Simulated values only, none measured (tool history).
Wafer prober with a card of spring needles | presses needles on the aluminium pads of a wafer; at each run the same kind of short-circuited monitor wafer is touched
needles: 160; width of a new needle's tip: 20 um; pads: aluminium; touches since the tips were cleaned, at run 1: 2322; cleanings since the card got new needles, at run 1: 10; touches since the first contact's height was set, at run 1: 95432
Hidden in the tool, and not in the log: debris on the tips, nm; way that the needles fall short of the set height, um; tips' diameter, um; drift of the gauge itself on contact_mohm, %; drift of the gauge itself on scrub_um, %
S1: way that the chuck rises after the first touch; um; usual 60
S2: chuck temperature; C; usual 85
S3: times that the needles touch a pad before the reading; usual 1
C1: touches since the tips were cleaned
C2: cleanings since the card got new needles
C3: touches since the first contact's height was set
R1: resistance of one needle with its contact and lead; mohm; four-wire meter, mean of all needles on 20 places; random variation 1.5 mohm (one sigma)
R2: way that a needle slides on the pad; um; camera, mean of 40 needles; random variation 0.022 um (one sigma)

{"run": 1, "day": 0.0, "S1": 60, "S2": 85, "S3": 1, "C1": 2322, "C2": 10, "C3": 95432, "R1": 139, "R2": 14.17}
{"day": 0.458, "done": "tips cleaned on abrasive film"}
{"day": 1.083, "done": "tips cleaned on abrasive film"}
{"run": 2, "day": 1.2, "S1": 60, "S2": 121, "S3": 1, "C1": 1722, "C2": 12, "C3": 112955, "R1": 142, "R2": 14.22}
{"day": 1.771, "done": "tips cleaned on abrasive film"}
{"day": 1.925, "done": "height of the first contact set anew"}
{"day": 2.412, "done": "tips cleaned on abrasive film"}
{"run": 3, "day": 2.925, "S1": 60, "S2": 121, "S3": 1, "C1": 7559, "C2": 14, "C3": 14632, "R1": 145, "R2": 14.2}
{"day": 3.033, "done": "tips cleaned on abrasive film"}
{"day": 3.667, "done": "tips cleaned on abrasive film"}
{"run": 4, "day": 3.779, "S1": 60, "S2": 121, "S3": 1, "C1": 1690, "C2": 16, "C3": 27048, "R1": 142, "R2": 14.19}
{"day": 4.304, "done": "tips cleaned on abrasive film"}
{"run": 5, "day": 4.554, "S1": 60, "S2": 121, "S3": 1, "C1": 3684, "C2": 17, "C3": 38358, "R1": 141, "R2": 14.18}
{"day": 4.912, "done": "tips cleaned on abrasive film"}
{"run": 6, "day": 5.379, "S1": 60, "S2": 121, "S3": 1, "C1": 6844, "C2": 18, "C3": 50394, "R1": 143, "R2": 14.21}
{"day": 5.579, "done": "tips cleaned on abrasive film"}
{"day": 6.171, "done": "tips cleaned on abrasive film"}
{"run": 7, "day": 6.196, "S1": 60, "S2": 85, "S3": 2, "C1": 357, "C2": 20, "C3": 62260, "R1": 136, "R2": 14.2}
{"day": 6.808, "done": "tips cleaned on abrasive film"}
{"day": 7.504, "done": "tips cleaned on abrasive film"}
{"run": 8, "day": 7.529, "S1": 60, "S2": 85, "S3": 2, "C1": 411, "C2": 22, "C3": 81756, "R1": 137, "R2": 14.2}
{"day": 8.071, "done": "tips cleaned on abrasive film"}
{"day": 8.671, "done": "tips cleaned on abrasive film"}
{"run": 9, "day": 8.75, "S1": 60, "S2": 85, "S3": 1, "C1": 1198, "C2": 24, "C3": 99565, "R1": 137, "R2": 14.19}
{"day": 9.354, "done": "tips cleaned on abrasive film"}
{"run": 10, "day": 9.775, "S1": 60, "S2": 85, "S3": 1, "C1": 6212, "C2": 25, "C3": 114548, "R1": 137, "R2": 14.17}
{"day": 10.029, "done": "tips cleaned on abrasive film"}
{"day": 10.358, "done": "height of the first contact set anew"}
{"day": 10.642, "done": "tips cleaned on abrasive film"}
{"day": 11.338, "done": "tips cleaned on abrasive film"}
{"run": 11, "day": 11.479, "S1": 60, "S2": 85, "S3": 1, "C1": 2083, "C2": 28, "C3": 16344, "R1": 136, "R2": 14.23}
{"day": 11.988, "done": "tips cleaned on abrasive film"}
{"day": 12.588, "done": "tips cleaned on abrasive film"}
{"day": 13.171, "done": "tips cleaned on abrasive film"}
{"run": 12, "day": 13.229, "S1": 60, "S2": 85, "S3": 1, "C1": 838, "C2": 31, "C3": 41836, "R1": 137, "R2": 14.23}
{"day": 13.783, "done": "tips cleaned on abrasive film"}
{"run": 13, "day": 14.075, "S1": 64, "S2": 57, "S3": 3, "C1": 4316, "C2": 32, "C3": 54237, "R1": 131, "R2": 15.14}
{"day": 14.45, "done": "tips cleaned on abrasive film"}
{"day": 15.046, "done": "tips cleaned on abrasive film"}
{"run": 14, "day": 15.133, "S1": 57, "S2": 38, "S3": 1, "C1": 1339, "C2": 34, "C3": 69659, "R1": 131, "R2": 13.49}
{"day": 15.712, "done": "tips cleaned on abrasive film"}
{"day": 16.304, "done": "tips cleaned on abrasive film"}
{"run": 15, "day": 16.304, "S1": 57, "S2": 38, "S3": 1, "C1": 0, "C2": 36, "C3": 86685, "R1": 130, "R2": 13.53}
{"day": 16.929, "done": "tips cleaned on abrasive film"}
{"day": 17.579, "done": "tips cleaned on abrasive film"}
{"run": 16, "day": 17.983, "S1": 57, "S2": 38, "S3": 1, "C1": 5949, "C2": 38, "C3": 111252, "R1": 132, "R2": 13.47}
{"day": 18.233, "done": "tips cleaned on abrasive film"}
{"day": 18.804, "done": "height of the first contact set anew"}
{"day": 18.938, "done": "tips cleaned on abrasive film"}
{"run": 17, "day": 19.146, "S1": 57, "S2": 38, "S3": 1, "C1": 3042, "C2": 40, "C3": 4971, "R1": 132, "R2": 13.5}
{"day": 19.588, "done": "tips cleaned on abrasive film"}
{"day": 20.192, "done": "tips cleaned on abrasive film"}
{"run": 18, "day": 20.571, "S1": 57, "S2": 38, "S3": 1, "C1": 5558, "C2": 42, "C3": 25763, "R1": 132, "R2": 13.47}
{"day": 20.854, "done": "tips cleaned on abrasive film"}
{"day": 21.442, "done": "tips cleaned on abrasive film"}
{"day": 22.083, "done": "tips cleaned on abrasive film"}
{"run": 19, "day": 22.325, "S1": 55, "S2": 48, "S3": 2, "C1": 3569, "C2": 45, "C3": 51383, "R1": 130, "R2": 13.03}
{"day": 22.771, "done": "tips cleaned on abrasive film"}
{"day": 23.396, "done": "tips cleaned on abrasive film"}
{"day": 24.025, "done": "tips cleaned on abrasive film"}
{"run": 20, "day": 24.025, "S1": 50, "S2": 32, "S3": 3, "C1": 0, "C2": 48, "C3": 76112, "R1": 130, "R2": 11.79}

Forecast each of these 3 alternatives for the next run:
{"day": 24.6, "done": "tips cleaned on abrasive film"}
{"run": "A", "day": 25.067, "S1": 61, "S2": 50, "S3": 3, "C1": 6865, "C2": 49, "C3": 91362, "R1": "?", "R2": "?"}
{"day": 24.6, "done": "tips cleaned on abrasive film"}
{"run": "B", "day": 25.067, "S1": 67, "S2": 32, "S3": 3, "C1": 6865, "C2": 49, "C3": 91362, "R1": "?", "R2": "?"}
{"day": 24.6, "done": "tips cleaned on abrasive film"}
{"run": "C", "day": 25.067, "S1": 60, "S2": 81, "S3": 1, "C1": 6865, "C2": 49, "C3": 91362, "R1": "?", "R2": "?"}

run=A R1=129 R2=14.43
run=B R1=122 R2=15.89
run=C R1=137 R2=14.24
Without the tool's hidden state the same runs would have given:
run=A R1=129 R2=14.43
run=B R1=122 R2=15.89
run=C R1=136 R2=14.24

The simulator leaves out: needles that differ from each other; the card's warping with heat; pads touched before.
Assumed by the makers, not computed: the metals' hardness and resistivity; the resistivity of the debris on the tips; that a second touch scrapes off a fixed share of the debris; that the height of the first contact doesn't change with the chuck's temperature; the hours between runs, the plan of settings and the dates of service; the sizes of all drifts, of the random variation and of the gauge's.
